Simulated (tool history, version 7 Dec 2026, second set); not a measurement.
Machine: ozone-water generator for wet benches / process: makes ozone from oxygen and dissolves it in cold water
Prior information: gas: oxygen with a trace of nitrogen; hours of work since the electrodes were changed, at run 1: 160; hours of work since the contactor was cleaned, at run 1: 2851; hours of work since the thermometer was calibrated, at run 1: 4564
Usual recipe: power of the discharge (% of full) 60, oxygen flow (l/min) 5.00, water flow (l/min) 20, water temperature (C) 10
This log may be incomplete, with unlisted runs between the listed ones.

run,hour,power of the discharge (% of full),oxygen flow (l/min),water flow (l/min),water temperature (C),hours of work since the electrodes were changed,hours of work since the contactor was cleaned,hours of work since the thermometer was calibrated,dissolved ozone (ppm),ozone in the gas ahead of the water (g/m3)
1,0.0,60,5.00,20,10,160,2851,4564,20.9,162.9
2,94.0,60,5.00,20,10,230,2921,4634,20.8,163.2
3,173.6,60,5.00,20,10,289,2980,4693,20.4,160.1
4,236.1,60,5.00,20,10,335,3027,4739,20.5,161.4
5,327.8,60,5.00,20,10,404,3095,4808,20.6,161.0
6,404.5,60,5.00,20,10,461,3152,4865,20.5,160.5
7,481.6,60,5.00,20,10,518,3209,4922,20.4,161.3
# hour 491.7: water thermometer calibrated
8,583.9,60,5.00,20,10,594,3285,69,20.5,160.3
9,652.2,60,4.77,20,6,645,3336,119,21.2,163.8
10,765.2,60,7.67,20,5,729,3420,203,21.8,124.8
11,865.2,60,3.70,14,10,803,3494,278,25.9,188.3
12,923.4,60,3.70,14,10,846,3538,321,25.9,189.7
13,975.4,46,2.73,20,10,885,3576,360,16.1,188.2

Predict each of these 3 candidate next runs independently; none follows another, all start after run 13:
A,1081.0,60,4.81,20,10,964,3655,438,?,?
B,1081.0,51,5.00,20,8,964,3655,438,?,?
C,1081.0,46,7.85,25,10,964,3655,438,?,?

run,dissolved ozone (ppm),ozone in the gas ahead of the water (g/m3)
A,20.3,164.9
B,18.7,143.5
C,14.6,103.6
Take away the tool's hidden state, keep each run's random variation, and the runs would have read:
run,dissolved ozone (ppm),ozone in the gas ahead of the water (g/m3)
A,21.4,170.4
B,19.6,147.8
C,15.3,106.4

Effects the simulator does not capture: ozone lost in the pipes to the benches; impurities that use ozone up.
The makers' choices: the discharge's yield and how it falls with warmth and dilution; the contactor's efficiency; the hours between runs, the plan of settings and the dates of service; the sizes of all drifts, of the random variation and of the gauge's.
